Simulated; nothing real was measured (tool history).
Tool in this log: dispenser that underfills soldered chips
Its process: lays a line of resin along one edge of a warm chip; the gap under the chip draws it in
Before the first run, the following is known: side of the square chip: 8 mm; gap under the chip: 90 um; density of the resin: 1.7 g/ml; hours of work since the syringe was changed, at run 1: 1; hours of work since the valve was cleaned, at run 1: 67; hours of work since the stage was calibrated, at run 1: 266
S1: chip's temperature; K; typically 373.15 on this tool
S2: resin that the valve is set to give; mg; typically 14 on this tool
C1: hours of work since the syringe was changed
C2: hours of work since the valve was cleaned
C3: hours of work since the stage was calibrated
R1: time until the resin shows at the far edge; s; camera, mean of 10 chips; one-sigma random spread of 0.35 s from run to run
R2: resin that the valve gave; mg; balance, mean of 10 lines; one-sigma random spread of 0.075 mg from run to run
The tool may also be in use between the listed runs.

run	hour	S1	S2	C1	C2	C3	R1	R2
1	0	373.15	14	1	67	266	20	13.18
# hour 6.6: new syringe of resin
2	7.1	369.15	14	0	71	270	22.6	13.14
3	13.5	369.15	14	5	76	275	31.1	13.16
# hour 15.2: new syringe of resin
4	21	373.15	14	4	81	280	25.5	13.17
# hour 24.1: new syringe of resin
5	29.5	373.15	14	4	86	285	24	12.98
# hour 32.9: new syringe of resin
6	35	373.15	12.4	1	90	289	21.2	11.54
# hour 41.2: new syringe of resin
7	41.2	373.15	16.6	0	94	293	17.3	15.38
8	48.9	373.15	16.6	5	99	298	25.9	15.27
# hour 50: new syringe of resin
9	55.3	373.15	16.6	4	103	302	24.1	15.32
# hour 58.2: new syringe of resin
10	63.1	373.15	16.6	3	108	308	22.9	15.18
# hour 66.6: new syringe of resin
11	68.6	360.15	14	1	112	311	37.5	12.75
12	72.6	360.15	14	4	115	314	46.6	12.75
# hour 75.2: new syringe of resin
13	77.4	360.15	14	2	118	317	38.9	12.73
# hour 83.9: stage's temperature calibrated
# hour 85.1: new syringe of resin
14	85.5	360.15	14	0	123	1	34.3	12.61
15	91.3	360.15	14	4	126	5	45.7	12.62
# hour 93.5: new syringe of resin
# hour 97.6: dispensing valve cleaned and set on the balance
16	100	373.15	14	4	2	10	23.8	13.88
# hour 103.1: new syringe of resin
17	110	373.15	14	5	8	17	25.1	13.86
# hour 111.5: new syringe of resin
18	115.8	373.15	14	3	12	20	22.4	13.84
# hour 120: new syringe of resin
19	124.4	373.15	14	3	18	26	22.4	13.8
# hour 128.5: new syringe of resin
20	133.7	386.15	18.2	4	24	32	12.7	17.93
# hour 136.7: new syringe of resin
21	141	377.15	16.9	3	29	37	17.8	16.47
# hour 145.3: new syringe of resin
22	148.3	359.15	15.3	2	34	42	40.2	14.82
# hour 154: new syringe of resin
23	157.8	359.15	15.3	3	40	48	40.9	14.71
# hour 162.3: new syringe of resin
24	167.8	383.15	15.3	4	47	55	15	14.6
# hour 170.7: new syringe of resin
25	176.4	368.15	13.9	4	52	60	30.7	13.26
# hour 179.1: new syringe of resin
26	184.6	362.15	17.7	4	58	66	38.6	16.9
# hour 187.7: new syringe of resin
27	190.9	374.15	13	2	62	70	20.9	12.36
28	194.8	371.15	18	5	64	73	26.8	16.78
# hour 196.2: new syringe of resin
29	202.8	388.15	15.5	5	70	78	12.6	14.58
# hour 204.4: new syringe of resin
30	209.1	361.15	12	3	74	82	41.6	11.35

Measured minus without-hidden-state, run by run (identical run-to-run variation in each term; gauge scatter may differ):
Hidden conditions of the tool in this case: resin's viscosity, % of fresh resin's; dose that the valve gives, % of what is set; true chip temperature over the reading, C; drift of the gauge itself on fill_s, %; drift of the gauge itself on given_mg, %.
run	R1	R2
1	+3.2	-0.73
2	+1.6	-0.79
3	+10.5	-0.83
4	+7.7	-0.9
5	+7	-0.96
6	+3.3	-0.89
7	+0.7	-1.24
8	+9.3	-1.31
9	+7	-1.37
10	+5.8	-1.44
11	+5.7	-1.24
12	+14.5	-1.28
13	+6.4	-1.31
14	+2.3	-1.36
15	+14	-1.41
16	+6.2	-0.03
17	+7.8	-0.11
18	+4.9	-0.16
19	+4.8	-0.22
20	+3	-0.37
21	+4	-0.4
22	+7.3	-0.42
23	+7.9	-0.5
24	+3.9	-0.57
25	+8.9	-0.58
26	+10.5	-0.82
27	+3.7	-0.65
28	+8.7	-0.92
29	+4	-0.87
30	+10.3	-0.71
